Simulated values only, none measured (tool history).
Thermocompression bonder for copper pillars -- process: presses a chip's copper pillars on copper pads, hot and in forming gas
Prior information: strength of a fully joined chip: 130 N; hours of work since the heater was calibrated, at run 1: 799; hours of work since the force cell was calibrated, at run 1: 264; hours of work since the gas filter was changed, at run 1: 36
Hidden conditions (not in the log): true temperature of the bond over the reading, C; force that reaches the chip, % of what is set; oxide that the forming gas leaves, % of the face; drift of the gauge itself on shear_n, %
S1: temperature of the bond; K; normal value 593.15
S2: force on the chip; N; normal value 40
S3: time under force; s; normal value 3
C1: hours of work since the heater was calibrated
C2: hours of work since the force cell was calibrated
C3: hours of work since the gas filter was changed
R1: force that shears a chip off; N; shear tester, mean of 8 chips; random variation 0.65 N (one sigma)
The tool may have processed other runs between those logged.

run,hour,S1,S2,S3,C1,C2,C3,R1
1,0,593.15,40,3,799,264,36,58.3
2,19.2,593.15,40,3,809,275,47,59.3
3,52.5,593.15,40,3,827,293,65,59
4,85.8,593.15,40,3,846,311,83,59.4
5,116.9,593.15,40,3,863,328,100,59.5
6,146.4,593.15,40,2,879,345,116,49.8
7,166.8,593.15,40,2,890,356,127,49.8
8,187.5,593.15,40,2,901,367,139,50.4
9,222.5,593.15,40,2,920,386,158,50.5
10,265.6,593.15,40,2,944,410,182,50.9
11,290.8,601.15,40,3,958,423,195,66.5
12,317.5,601.15,40,3,972,438,210,64.9
13,344.6,601.15,40,3,987,453,225,64.9
14,370.1,601.15,40,3,1001,467,239,64
15,391,601.15,40,3,1013,478,250,63.5
16,423.7,593.15,35,3,1030,496,268,53.5
17,456.7,593.15,40,3,1048,514,286,58.3
18,478.7,593.15,40,3,1060,526,298,58.7
19,508.1,593.15,40,3,1077,542,314,58.8
20,551.3,593.15,40,3,1100,566,338,58.2
21,571.7,593.15,40,3,1111,577,349,59.6
# hour 603.2: forming gas filter changed
22,614.6,593.15,40,3,1135,600,6,58.9
23,644.9,597.15,39,3,1151,617,23,61.2
24,680.1,591.15,25,3,1170,636,42,38.6
25,716.6,593.15,26,6,1190,656,62,53.9
26,750,613.15,26,6,1209,674,80,67.9
27,773.8,593.15,35,4,1222,687,93,57.9
28,813,593.15,35,4,1243,709,115,58.6
29,844.7,581.15,35,4,1260,726,132,50.6
30,881.4,612.15,29,9,1280,746,152,81.4
31,903.5,597.15,25,4,1293,758,164,48.4
32,939.6,593.15,28,4,1312,778,184,49.9
33,977.8,593.15,40,5,1333,799,205,71
34,1002.8,593.15,40,5,1347,813,219,70.7
35,1028,593.15,43,5,1361,826,232,74.3
36,1046.1,593.15,43,5,1370,836,242,73.3
37,1063.9,593.15,43,5,1380,846,252,73.3
38,1103.6,564.15,29,3,1402,868,274,30.5
39,1141.2,564.15,29,3,1422,888,294,30.7
40,1165.9,564.15,49,3,1436,902,308,48.8

Forecast each of these 3 alternatives for the next run:
A,1189.4,571.15,40,3,1449,915,321,?
B,1189.4,564.15,43,3,1449,915,321,?
C,1189.4,593.15,25,3,1449,915,321,?

run,R1
A,46.8
B,43.1
C,39.9
Take away the tool's hidden state, keep each run's random variation, and the runs would have read:
run,R1
A,47.2
B,43.6
C,40.3

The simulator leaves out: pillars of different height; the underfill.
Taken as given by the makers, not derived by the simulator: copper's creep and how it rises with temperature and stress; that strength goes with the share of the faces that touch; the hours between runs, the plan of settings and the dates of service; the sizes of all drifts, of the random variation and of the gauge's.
